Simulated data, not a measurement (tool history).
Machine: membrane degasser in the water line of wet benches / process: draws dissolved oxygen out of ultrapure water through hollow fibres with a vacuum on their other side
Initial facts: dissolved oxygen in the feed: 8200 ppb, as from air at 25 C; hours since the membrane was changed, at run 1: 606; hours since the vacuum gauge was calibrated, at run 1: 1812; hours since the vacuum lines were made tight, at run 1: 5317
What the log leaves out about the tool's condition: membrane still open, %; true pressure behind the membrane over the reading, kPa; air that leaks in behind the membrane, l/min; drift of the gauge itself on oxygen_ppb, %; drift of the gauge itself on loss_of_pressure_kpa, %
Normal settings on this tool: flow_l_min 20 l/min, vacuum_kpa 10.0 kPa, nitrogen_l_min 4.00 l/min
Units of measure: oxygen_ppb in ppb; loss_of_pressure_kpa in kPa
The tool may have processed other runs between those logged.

run     day  flow_l_min  vacuum_kpa  nitrogen_l_min  hours since the membrane was changed  hours since the vacuum gauge was calibrated  hours since the vacuum lines were made tight  oxygen_ppb  loss_of_pressure_kpa
  1   0.000          20        10.0            4.00                                   606                                         1812                                          5317       135.4                 38.73
  2   3.912          20        10.0            1.85                                   700                                         1906                                          5411       224.6                 38.66
  3   6.258          20        10.0            1.85                                   756                                         1962                                          5468       223.3                 38.89
  4  10.942          20        10.0            4.00                                   869                                         2075                                          5580       133.6                 39.28
  5  14.933          20        10.0            6.51                                   965                                         2170                                          5676       103.9                 38.78
  6  18.275          20        10.0            6.51                                  1045                                         2251                                          5756       105.5                 39.23
  7  22.508          20        10.0            6.51                                  1146                                         2352                                          5858       105.0                 39.25
  8  25.788          20        10.0            4.00                                  1225                                         2431                                          5936       134.9                 39.14
  9  29.167          20        10.0            4.00                                  1306                                         2512                                          6018       135.2                 39.47
 10  32.588          20        21.4            4.00                                  1388                                         2594                                          6100       265.0                 39.39
 11  36.104          20        21.4            4.00                                  1473                                         2679                                          6184       267.2                 39.22
 12  39.312          19         9.7            4.00                                  1550                                         2756                                          6261       117.6                 37.70
 13  44.496          15        15.5            3.00                                  1674                                         2880                                          6385       160.1                 29.61
 14  47.900          25         8.8            7.19                                  1756                                         2962                                          6467       173.0                 49.66
 15  50.642          25        17.7            7.19                                  1822                                         3028                                          6533       243.4                 49.36
 16  54.075          21        10.0            4.00                                  1904                                         3110                                          6615       152.7                 41.49

Table of differences, measured result less the result of that run with no hidden state. Run-to-run variation is the same in both. Gauge scatter possibly is not:
run  loss_of_pressure_kpa
  1                 +0.00
  2                 +0.07
  3                 +0.11
  4                 +0.18
  5                 +0.25
  6                 +0.30
  7                 +0.38
  8                 +0.43
  9                 +0.49
 10                 +0.54
 11                 +0.60
 12                 +0.63
 13                 +0.56
 14                 +1.00
 15                 +1.05
 16                 +0.95
oxygen_ppb: at most 0.1 ppb away from the measurement, every run.
